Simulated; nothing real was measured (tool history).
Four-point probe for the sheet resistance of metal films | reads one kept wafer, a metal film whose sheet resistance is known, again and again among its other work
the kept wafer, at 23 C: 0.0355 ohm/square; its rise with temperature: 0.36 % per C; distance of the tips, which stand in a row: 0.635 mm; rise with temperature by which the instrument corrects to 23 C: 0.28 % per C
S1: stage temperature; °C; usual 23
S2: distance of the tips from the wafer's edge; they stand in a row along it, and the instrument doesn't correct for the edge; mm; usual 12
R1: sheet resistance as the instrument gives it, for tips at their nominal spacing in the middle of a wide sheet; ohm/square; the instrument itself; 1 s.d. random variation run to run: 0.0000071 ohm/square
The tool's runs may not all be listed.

run   hour  S1  S2        R1
  1      0  23  12  0.035566
  2   10.2  23  12  0.035551
  3   30.4  23  12  0.035543
  4   51.2  23  12  0.035548
  5   65.4  23  12  0.035544
  6     83  23  12  0.035541
  7   94.5  21  12   0.03548
  8  106.8  23  12   0.03555
  9  126.6  23  12  0.035561
 10  140.6  23  12  0.035562
 11  162.4  23  12  0.035547
 12  172.8  34  12  0.035857
 13  190.9  28  12  0.035681
 14  205.8  28  12  0.035694
 15  221.4  28  12  0.035688
 16  233.1  28  12  0.035695
 17  242.7  28  12   0.03569
 18  261.3  28  12  0.035686
 19  282.3  23   7   0.03567
 20  303.3  23   7  0.035646
 21  314.3  23   7   0.03565
 22  325.6  32  12  0.035816
 23    344  23  17   0.03552
 24  354.9  20   5   0.03571
 25    368  30  27  0.035698
 26  387.1  30  27  0.035711
     405.5  -- stage's thermometer calibrated
 27  409.3  28  33  0.035643
 28  423.2  31  17   0.03575
 29  438.8  31  17  0.035745
 30  457.4  20  17   0.03543
 31  469.6  21   4  0.035918
 32  481.9  19  21  0.035412
 33  499.2  22  24  0.035487
 34  520.6  19  37  0.035383
 35  542.3  24   3  0.036359
 36  562.3  34   6  0.036023
 37  576.9  32  10  0.035827
 38  590.5  31  17  0.035755
 39  606.3  20  25  0.035416
 40  628.7  20  25  0.035431
 41  646.9  20   6  0.035627
 42  658.6  20   3  0.036235

Below are 4 alternative next runs, each starting from the tool's condition after run 42. Predict each:
  A   674  20   3   ?
  B   674  34  14   ?
  C   674  35  31   ?
  D   674  26  27   ?

run        R1
  A  0.036246
  B  0.035841
  C   0.03584
  D  0.035597
Stripped of hidden state, with their random variation kept, the same runs would have yielded:
run        R1
  A  0.036249
  B  0.035844
  C  0.035843
  D  0.035599

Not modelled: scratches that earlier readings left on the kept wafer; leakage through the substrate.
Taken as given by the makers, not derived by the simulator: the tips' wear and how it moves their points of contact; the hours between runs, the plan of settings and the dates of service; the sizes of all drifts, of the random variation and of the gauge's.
